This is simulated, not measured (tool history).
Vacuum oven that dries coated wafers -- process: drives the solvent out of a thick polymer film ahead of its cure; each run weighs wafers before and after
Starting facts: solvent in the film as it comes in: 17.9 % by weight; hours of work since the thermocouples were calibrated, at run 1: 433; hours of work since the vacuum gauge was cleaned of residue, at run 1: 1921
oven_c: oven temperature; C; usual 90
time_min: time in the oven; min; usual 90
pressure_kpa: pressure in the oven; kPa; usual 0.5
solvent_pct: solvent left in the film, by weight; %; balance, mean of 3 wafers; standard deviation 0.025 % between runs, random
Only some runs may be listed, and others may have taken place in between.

run	hour	oven_c	time_min	pressure_kpa	hours of work since the thermocouples were calibrated	hours of work since the vacuum gauge was cleaned of residue	solvent_pct
1	0	90	90	0.5	433	1921	1.08
2	48.3	90	90	1.237	463	1951	1.46
3	116.4	90	105	0.5	506	1993	0.89
4	148.3	90	90	0.5	525	2013	1.07
# hour 172.5: vacuum gauge cleaned of residue and calibrated
5	220.4	90	90	0.5	569	30	0.74
6	269.5	90	90	0.5	600	60	0.74
7	303.4	90	56	0.5	621	81	1.99
8	351.2	90	50	0.5	650	111	2.38

Run 9 comes next. What will it give?
9	411.7	89	63	0.477	688	148	?

solvent_pct: 1.7 %
Had the tool carried no hidden state, the very same run would have given solvent_pct 1.73 %.

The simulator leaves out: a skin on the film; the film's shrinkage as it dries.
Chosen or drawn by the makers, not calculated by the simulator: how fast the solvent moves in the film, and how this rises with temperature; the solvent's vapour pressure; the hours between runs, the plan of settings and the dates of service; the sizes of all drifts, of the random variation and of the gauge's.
